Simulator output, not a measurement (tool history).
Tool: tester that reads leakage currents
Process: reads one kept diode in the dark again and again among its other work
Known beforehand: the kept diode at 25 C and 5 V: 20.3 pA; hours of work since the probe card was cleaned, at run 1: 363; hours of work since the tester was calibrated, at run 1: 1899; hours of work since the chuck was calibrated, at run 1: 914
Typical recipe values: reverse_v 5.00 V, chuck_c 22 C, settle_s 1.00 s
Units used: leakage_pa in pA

run,hour,reverse_v,chuck_c,settle_s,hours of work since the probe card was cleaned,hours of work since the tester was calibrated,hours of work since the chuck was calibrated,leakage_pa
1,0.0,5.00,22,1.00,363,1899,914,21.11
2,160.6,5.00,22,6.31,471,2007,1022,21.23
3,286.9,5.00,22,6.31,556,2092,1107,22.02
4,410.2,5.00,22,6.31,639,2175,1190,22.67
# hour 422.5: chuck's temperature calibrated
5,539.9,5.00,33,1.00,725,2261,79,41.64
6,663.6,5.00,22,1.00,808,2344,162,22.12
7,887.6,5.00,23,1.00,959,2495,313,24.58
8,1112.8,1.01,22,1.00,1111,2646,465,10.55
9,1301.6,1.01,22,1.00,1238,2773,592,10.85
10,1450.0,5.00,22,1.00,1337,2873,691,26.19
11,1598.9,5.00,22,1.00,1438,2973,792,27.16
12,1729.3,16.61,22,1.00,1525,3061,879,62.66
13,1950.9,5.00,42,1.00,1674,3210,1029,85.60
14,2183.4,5.00,32,3.52,1831,3367,1185,49.54
# hour 2201.1: chuck's temperature calibrated
# hour 2246.7: probe card cleaned and baked
15,2290.5,15.44,44,0.35,29,3435,58,128.14
# hour 2303.2: tester calibrated
16,2412.0,11.87,27,1.71,110,73,139,35.27
17,2602.6,5.18,35,7.99,238,201,267,44.04
18,2782.0,5.18,35,7.99,359,322,388,45.63
19,3016.8,5.18,35,7.99,517,480,546,47.38
20,3158.4,2.12,22,5.60,612,576,641,13.78
21,3317.7,1.05,59,0.52,719,683,748,116.78
22,3447.6,5.00,37,2.12,807,770,835,56.46
# hour 3541.2: tester calibrated, once more
23,3639.5,2.98,27,2.44,935,66,963,25.42
24,3779.4,2.98,27,2.44,1029,160,1057,25.89

Each row is a separate what-if for the run after 24, all from the same tool condition, not one after another. Results?
A,3914.1,2.98,29,2.44,1119,251,1148,?
B,3914.1,3.81,31,0.31,1119,251,1148,?
C,3914.1,3.41,44,0.41,1119,251,1148,?
D,3914.1,2.75,34,0.35,1119,251,1148,?

run,leakage_pa
A,30.01
B,39.94
C,82.87
D,40.72
Take away the tool's hidden state, keep each run's random variation, and the runs would have read:
run,leakage_pa
A,22.65
B,30.65
C,69.70
D,32.68

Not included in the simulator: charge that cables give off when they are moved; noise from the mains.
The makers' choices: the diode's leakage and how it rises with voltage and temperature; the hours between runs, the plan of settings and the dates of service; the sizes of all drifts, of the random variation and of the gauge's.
